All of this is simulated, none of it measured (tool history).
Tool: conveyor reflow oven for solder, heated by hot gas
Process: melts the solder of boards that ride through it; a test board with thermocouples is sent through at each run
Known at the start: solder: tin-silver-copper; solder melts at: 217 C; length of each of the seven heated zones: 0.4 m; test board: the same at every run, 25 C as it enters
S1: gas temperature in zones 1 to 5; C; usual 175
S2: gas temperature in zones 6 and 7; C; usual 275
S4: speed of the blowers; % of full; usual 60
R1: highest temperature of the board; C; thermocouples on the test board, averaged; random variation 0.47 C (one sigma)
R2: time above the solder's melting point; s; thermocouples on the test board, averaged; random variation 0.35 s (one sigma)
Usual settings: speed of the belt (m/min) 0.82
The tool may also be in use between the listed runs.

Run 1, hour 0: usual settings. Result: R1 251.6 C, R2 44.2 s.
Run 2, hour 55: usual settings but speed of the belt (m/min) 0.79. Result: R1 253.1 C, R2 46.4 s.
At hour 103.1: flux residue cleaned out of gas plates and filters.
Run 3, hour 149.1: usual settings but speed of the belt (m/min) 0.79. Result: R1 255.7 C, R2 48.9 s.
Run 4, hour 213.3: usual settings but speed of the belt (m/min) 0.79. Result: R1 255.5 C, R2 48.9 s.
Run 5, hour 307: usual settings. Result: R1 254.1 C, R2 45.8 s.
Run 6, hour 349: usual settings. Result: R1 253.8 C, R2 45.7 s.
At hour 403.7: belt drive overhauled, speed set with a stopwatch.
Run 7, hour 438: usual settings. Result: R1 252 C, R2 42.7 s.
Run 8, hour 523.6: usual settings. Result: R1 250.9 C, R2 42.1 s.
Run 9, hour 609.2: usual settings but S1 186 C. Result: R1 253.5 C, R2 46.9 s.
Run 10, hour 665.2: usual settings. Result: R1 250.8 C, R2 42 s.
At hour 722.1: thermocouples of zones 6 and 7 changed.
Run 11, hour 751.3: usual settings. Result: R1 250.6 C, R2 42 s.
At hour 818.5: flux residue cleaned out of gas plates and filters.
Run 12, hour 838.9: usual settings. Result: R1 254.4 C, R2 44.9 s.
Run 13, hour 898.9: usual settings. Result: R1 252.6 C, R2 43.7 s.
Run 14, hour 955.8: usual settings. Result: R1 253.9 C, R2 43.8 s.
Run 15, hour 1048.8: usual settings but speed of the belt (m/min) 0.872. Result: R1 250.5 C, R2 38.6 s.
Run 16, hour 1127.4: usual settings but S1 186 C, speed of the belt (m/min) 0.872. Result: R1 252.3 C, R2 44.3 s.
Run 17, hour 1221.4: usual settings but S1 186 C, speed of the belt (m/min) 0.872. Result: R1 252.6 C, R2 42.6 s.
Run 18, hour 1294.8: usual settings but S1 186 C, speed of the belt (m/min) 0.872. Result: R1 251.8 C, R2 43.3 s.
Run 19, hour 1358: usual settings but S1 181 C, speed of the belt (m/min) 0.96. Result: R1 245.8 C, R2 33.6 s.
Run 20, hour 1402.4: usual settings but S1 166 C, speed of the belt (m/min) 0.96, S4 50 % of full. Result: R1 235.3 C, R2 22.8 s.
Run 21, hour 1455.6: usual settings but S2 286 C, speed of the belt (m/min) 0.695, S4 57 % of full. Result: R1 265.8 C, R2 59.5 s.
Run 22, hour 1499.6: usual settings. Result: R1 250.4 C, R2 41.8 s.
At hour 1530.1: flux residue cleaned out of gas plates and filters.
Run 23, hour 1577.8: usual settings but S2 289 C. Result: R1 265.5 C, R2 50.1 s.
Run 24, hour 1635.9: usual settings but S1 167 C, S2 288 C, speed of the belt (m/min) 0.873, S4 62 % of full. Result: R1 259 C, R2 43.1 s.
Run 25, hour 1698.9: usual settings but S1 167 C, S2 288 C, speed of the belt (m/min) 0.853, S4 74 % of full. Result: R1 265.6 C, R2 47.4 s.
Run 26, hour 1752.6: usual settings but S1 160 C, S2 288 C, speed of the belt (m/min) 0.663. Result: R1 268.5 C, R2 62 s.
Run 27, hour 1794.3: usual settings but S4 62 % of full. Result: R1 253 C, R2 44.2 s.
Run 28, hour 1881.9: usual settings but S1 171 C, S2 280 C, S4 83 % of full. Result: R1 262.1 C, R2 49.1 s.
At hour 1901.7: thermocouples of zones 6 and 7 changed.
Run 29, hour 1980: usual settings but S1 168 C. Result: R1 251.3 C, R2 41.7 s.

Forecast each of these 5 alternatives for the next run:
Run A, hour 2026.8: usual settings but S4 68 % of full. Result: R1 ?, R2 ?.
Run B, hour 2026.8: usual settings but S1 180 C, S2 286 C, speed of the belt (m/min) 0.776. Result: R1 ?, R2 ?.
Run C, hour 2026.8: usual settings but S1 170 C, speed of the belt (m/min) 0.674, S4 52 % of full. Result: R1 ?, R2 ?.
Run D, hour 2026.8: usual settings but S1 170 C, speed of the belt (m/min) 0.765, S4 61 % of full. Result: R1 ?, R2 ?.
Run E, hour 2026.8: usual settings but S1 168 C, S2 287 C. Result: R1 ?, R2 ?.

run     R1    R2
  A    255  46.5
  B  265.8  55.3
  C  256.8  55.9
  D  255.1  47.7
  E  261.4  46.6
Without the tool's hidden state the same runs would have given:
run     R1    R2
  A  256.8  46.9
  B  267.2    55
  C  257.7  55.7
  D  256.6    48
  E  263.2  46.8
